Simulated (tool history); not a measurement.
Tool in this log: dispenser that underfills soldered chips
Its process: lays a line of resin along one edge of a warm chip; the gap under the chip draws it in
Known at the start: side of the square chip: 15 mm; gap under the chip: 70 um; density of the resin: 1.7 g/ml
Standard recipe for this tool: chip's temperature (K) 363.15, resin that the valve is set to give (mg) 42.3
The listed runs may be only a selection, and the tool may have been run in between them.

| run | hour | chip's temperature (K) | resin that the valve is set to give (mg) | time until the resin shows at the far edge (s) | resin that the valve gave (mg) |
|---|---|---|---|---|---|
| 1 | 0.0 | 363.15 | 42.3 | 59.8 | 40.93 |
| 2 | 3.9 | 363.15 | 42.3 | 72.3 | 40.69 |
| 3 | 9.2 | 363.15 | 49.7 | 93.1 | 47.65 |
|  | 10.2 | new syringe of resin |
| 4 | 12.7 | 363.15 | 42.3 | 52.1 | 40.30 |
| 5 | 17.5 | 363.15 | 42.3 | 65.7 | 40.55 |
| 6 | 20.5 | 363.15 | 51.2 | 75.2 | 48.81 |
| 7 | 23.6 | 363.15 | 51.2 | 89.1 | 48.70 |
|  | 25.4 | new syringe of resin |
| 8 | 26.2 | 378.15 | 42.3 | 26.9 | 40.16 |
| 9 | 29.5 | 375.15 | 53.4 | 35.6 | 50.87 |
| 10 | 32.5 | 374.15 | 36.3 | 45.9 | 34.37 |
| 11 | 35.5 | 370.15 | 50.1 | 57.8 | 47.35 |
|  | 38.4 | dispensing valve cleaned and set on the balance |
|  | 41.6 | new syringe of resin |
| 12 | 42.3 | 360.15 | 45.4 | 52.5 | 45.09 |
| 13 | 47.0 | 377.15 | 45.9 | 36.0 | 45.81 |

Forecast run 14:
| 14 | 50.3 | 377.15 | 45.9 | ? | ? |

Run 14 yielded time until the resin shows at the far edge (s) 42.3, resin that the valve gave (mg) 45.59.
Without the tool's hidden state the same run would have given time until the resin shows at the far edge (s) 26.1, resin that the valve gave (mg) 45.86.
